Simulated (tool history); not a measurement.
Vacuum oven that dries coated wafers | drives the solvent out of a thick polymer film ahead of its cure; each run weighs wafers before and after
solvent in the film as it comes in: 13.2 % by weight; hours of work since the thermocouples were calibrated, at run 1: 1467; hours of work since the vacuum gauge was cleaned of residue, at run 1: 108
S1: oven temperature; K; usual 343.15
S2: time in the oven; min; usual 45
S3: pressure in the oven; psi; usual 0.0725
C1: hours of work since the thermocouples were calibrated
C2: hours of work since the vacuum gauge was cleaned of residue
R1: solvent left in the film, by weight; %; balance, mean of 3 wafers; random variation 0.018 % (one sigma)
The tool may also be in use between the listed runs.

run 1 hour=0 | S1=343.15 S2=45 S3=0.0725 | C1=1467 C2=108 | R1=0.94
run 2 hour=26.8 | S1=343.15 S2=45 S3=0.0725 | C1=1481 C2=122 | R1=0.95
run 3 hour=61.9 | S1=343.15 S2=45 S3=0.0725 | C1=1499 C2=141 | R1=0.98
run 4 hour=82 | S1=343.15 S2=45 S3=0.1346 | C1=1510 C2=151 | R1=1.06
run 5 hour=103.9 | S1=343.15 S2=55 S3=0.0725 | C1=1521 C2=163 | R1=0.59
run 6 hour=148.8 | S1=343.15 S2=55 S3=0.0725 | C1=1545 C2=186 | R1=0.6
run 7 hour=194.1 | S1=343.15 S2=55 S3=0.0725 | C1=1569 C2=210 | R1=0.59
run 8 hour=233.5 | S1=343.15 S2=33 S3=0.0725 | C1=1589 C2=230 | R1=1.78
run 9 hour=253.4 | S1=343.15 S2=33 S3=0.0725 | C1=1600 C2=241 | R1=1.77
run 10 hour=273.7 | S1=328.15 S2=45 S3=0.0725 | C1=1610 C2=251 | R1=3.26
-- hour=292.6 oven's thermocouples calibrated
run 11 hour=297.6 | S1=343.15 S2=45 S3=0.0911 | C1=3 C2=263 | R1=0.99
run 12 hour=340.9 | S1=343.15 S2=45 S3=0.0911 | C1=25 C2=286 | R1=0.97
run 13 hour=377.3 | S1=343.15 S2=45 S3=0.0911 | C1=44 C2=305 | R1=0.98
run 14 hour=421.1 | S1=347.15 S2=26 S3=0.1204 | C1=67 C2=328 | R1=1.96

Run 15 comes next. What will it give?
run 15 hour=443.1 | S1=347.15 S2=26 S3=0.059 | C1=79 C2=339 | R1=?

Run 15 gave R1 1.92 %.
Without the tool's hidden state the same run would have given R1 1.92 %.
